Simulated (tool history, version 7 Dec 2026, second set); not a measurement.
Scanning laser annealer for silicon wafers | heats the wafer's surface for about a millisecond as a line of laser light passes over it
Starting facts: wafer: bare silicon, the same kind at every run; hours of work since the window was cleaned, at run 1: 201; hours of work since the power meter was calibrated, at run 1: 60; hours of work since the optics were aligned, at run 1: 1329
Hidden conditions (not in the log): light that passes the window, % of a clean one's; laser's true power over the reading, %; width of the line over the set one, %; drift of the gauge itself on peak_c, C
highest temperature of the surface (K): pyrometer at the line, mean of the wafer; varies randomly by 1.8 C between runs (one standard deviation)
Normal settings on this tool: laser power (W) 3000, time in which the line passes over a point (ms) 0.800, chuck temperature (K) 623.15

run   hour  laser power (W)  time in which the line passes over a point (ms)  chuck temperature (K)  hours of work since the window was cleaned  hours of work since the power meter was calibrated  hours of work since the optics were aligned  highest temperature of the surface (K)
  1    0.0             3000                                            0.800                 623.15                                         201                                                  60                                         1329                                 1312.15
  2   64.0             3000                                            0.800                 607.15                                         229                                                  88                                         1357                                 1293.15
  3  111.7             3000                                            0.800                 607.15                                         250                                                 109                                         1378                                 1292.15
  4  161.3             3000                                            0.651                 623.15                                         271                                                 131                                         1399                                 1227.15
     171.0  -- optics aligned, line set to its width
  5  233.6             3000                                            0.651                 623.15                                         301                                                 160                                           27                                 1218.15
  6  318.3             2881                                            0.957                 605.15                                         338                                                 197                                           64                                 1319.15
  7  397.8             2881                                            0.579                 645.15                                         372                                                 232                                           99                                 1170.15
     482.1  -- window over the wafer cleaned
  8  482.9             2898                                            0.651                 601.15                                           0                                                 268                                          135                                 1200.15
  9  538.6             2898                                            0.651                 601.15                                          25                                                 292                                          159                                 1201.15
     570.1  -- optics aligned, line set to its width, once more
 10  602.4             2898                                            0.919                 588.15                                          50                                                 318                                           14                                 1337.15

3 ways to go on from here, each from the tool as it stands after run 10. What would each give?
  A  638.4             2748                                            0.919                 655.15                                          66                                                 333                                           30                                       ?
  B  638.4             3005                                            0.895                 588.15                                          66                                                 333                                           30                                       ?
  C  638.4             3159                                            0.673                 613.15                                          66                                                 333                                           30                                       ?

run  highest temperature of the surface (K)
  A                                 1356.15
  B                                 1355.15
  C                                 1298.15
The same runs, with their run-to-run variation unchanged, on a tool lacking any hidden condition would have given:
run  highest temperature of the surface (K)
  A                                 1364.15
  B                                 1364.15
  C                                 1306.15
